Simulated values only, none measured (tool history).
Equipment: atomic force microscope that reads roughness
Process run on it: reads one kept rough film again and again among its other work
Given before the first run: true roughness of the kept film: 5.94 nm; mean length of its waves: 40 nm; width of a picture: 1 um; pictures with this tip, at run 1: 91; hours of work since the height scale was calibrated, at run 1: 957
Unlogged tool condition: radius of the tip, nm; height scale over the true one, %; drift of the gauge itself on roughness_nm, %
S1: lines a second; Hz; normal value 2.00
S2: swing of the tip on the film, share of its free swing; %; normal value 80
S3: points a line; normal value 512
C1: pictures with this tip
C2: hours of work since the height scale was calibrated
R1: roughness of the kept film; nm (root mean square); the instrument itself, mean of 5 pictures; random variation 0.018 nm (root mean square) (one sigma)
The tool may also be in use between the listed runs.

{"run": 1, "hour": 0.0, "S1": 2.0, "S2": 80, "S3": 512, "C1": 91, "C2": 957, "R1": 3.864}
{"run": 2, "hour": 28.3, "S1": 2.0, "S2": 80, "S3": 512, "C1": 158, "C2": 978, "R1": 3.503}
{"run": 3, "hour": 48.7, "S1": 2.0, "S2": 80, "S3": 512, "C1": 206, "C2": 993, "R1": 3.255}
{"hour": 57.3, "done": "new tip fitted"}
{"run": 4, "hour": 62.6, "S1": 2.0, "S2": 80, "S3": 512, "C1": 12, "C2": 1003, "R1": 4.267}
{"run": 5, "hour": 93.4, "S1": 2.36, "S2": 80, "S3": 512, "C1": 84, "C2": 1025, "R1": 3.767}
{"run": 6, "hour": 124.2, "S1": 2.36, "S2": 80, "S3": 512, "C1": 157, "C2": 1047, "R1": 3.362}
{"run": 7, "hour": 141.1, "S1": 3.1, "S2": 80, "S3": 512, "C1": 196, "C2": 1060, "R1": 3.006}
{"hour": 152.4, "done": "new tip fitted"}
{"run": 8, "hour": 169.5, "S1": 3.1, "S2": 80, "S3": 512, "C1": 40, "C2": 1080, "R1": 3.683}
{"run": 9, "hour": 197.2, "S1": 3.1, "S2": 80, "S3": 512, "C1": 105, "C2": 1100, "R1": 3.363}
{"run": 10, "hour": 220.9, "S1": 3.1, "S2": 80, "S3": 512, "C1": 161, "C2": 1117, "R1": 3.133}
{"run": 11, "hour": 235.9, "S1": 2.0, "S2": 80, "S3": 512, "C1": 196, "C2": 1128, "R1": 3.286}
{"hour": 246.5, "done": "new tip fitted"}
{"run": 12, "hour": 269.2, "S1": 2.0, "S2": 80, "S3": 512, "C1": 53, "C2": 1152, "R1": 4.006}
{"hour": 271.6, "done": "height scale calibrated on a step standard"}
{"run": 13, "hour": 284.9, "S1": 3.57, "S2": 56, "S3": 734, "C1": 88, "C2": 10, "R1": 4.247}
{"run": 14, "hour": 300.7, "S1": 0.94, "S2": 56, "S3": 734, "C1": 125, "C2": 21, "R1": 4.253}
{"run": 15, "hour": 329.7, "S1": 1.85, "S2": 80, "S3": 317, "C1": 193, "C2": 42, "R1": 3.269}
{"hour": 342.8, "done": "new tip fitted"}
{"run": 16, "hour": 350.7, "S1": 2.0, "S2": 80, "S3": 393, "C1": 18, "C2": 57, "R1": 4.167}
{"run": 17, "hour": 381.9, "S1": 0.52, "S2": 83, "S3": 393, "C1": 92, "C2": 80, "R1": 4.266}
{"run": 18, "hour": 404.8, "S1": 1.41, "S2": 76, "S3": 512, "C1": 145, "C2": 97, "R1": 3.732}
{"hour": 429.3, "done": "height scale calibrated on a step standard, once more"}
{"run": 19, "hour": 433.4, "S1": 1.41, "S2": 76, "S3": 512, "C1": 210, "C2": 3, "R1": 3.527}
{"hour": 439.2, "done": "new tip fitted"}
{"run": 20, "hour": 450.5, "S1": 1.41, "S2": 76, "S3": 512, "C1": 26, "C2": 15, "R1": 4.499}
{"run": 21, "hour": 469.4, "S1": 1.41, "S2": 76, "S3": 512, "C1": 70, "C2": 29, "R1": 4.199}

Hidden condition of the tool, last listed run before each entry between runs versus first listed run after:
Runs 3 to 4: new tip fitted (hour 57.3)
  radius of the tip, nm: 31.9 -> 8.5; height scale over the true one, %: -1.28 -> -1.29
  measured less the result without the state, R1: -1.134 -> -0.142 nm (root mean square)
Runs 7 to 8: new tip fitted (hour 152.4)
  radius of the tip, nm: 30.3 -> 12.3; height scale over the true one, %: -1.36 -> -1.38
  measured less the result without the state, R1: -0.984 -> -0.316 nm (root mean square)
Runs 11 to 12: new tip fitted (hour 246.5)
  radius of the tip, nm: 31 -> 13.5; height scale over the true one, %: -1.44 -> -1.46
  measured less the result without the state, R1: -1.112 -> -0.413 nm (root mean square)
Runs 12 to 13: height scale calibrated on a step standard (hour 271.6)
  radius of the tip, nm: 13.5 -> 17.8; height scale over the true one, %: -1.46 -> -1.83
  measured less the result without the state, R1: -0.413 -> -0.699 nm (root mean square)
Runs 15 to 16: new tip fitted (hour 342.8)
  radius of the tip, nm: 31.3 -> 9.7; height scale over the true one, %: -1.87 -> -1.89
  measured less the result without the state, R1: -1.142 -> -0.231 nm (root mean square)
Runs 18 to 19: height scale calibrated on a step standard, once more (hour 429.3)
  radius of the tip, nm: 25.5 -> 33.4; height scale over the true one, %: -1.93 -> 0.07
  measured less the result without the state, R1: -1.009 -> -1.233 nm (root mean square)
Runs 19 to 20: new tip fitted (hour 439.2)
  radius of the tip, nm: 33.4 -> 11.3; height scale over the true one, %: 0.07 -> 0.05
  measured less the result without the state, R1: -1.233 -> -0.252 nm (root mean square)
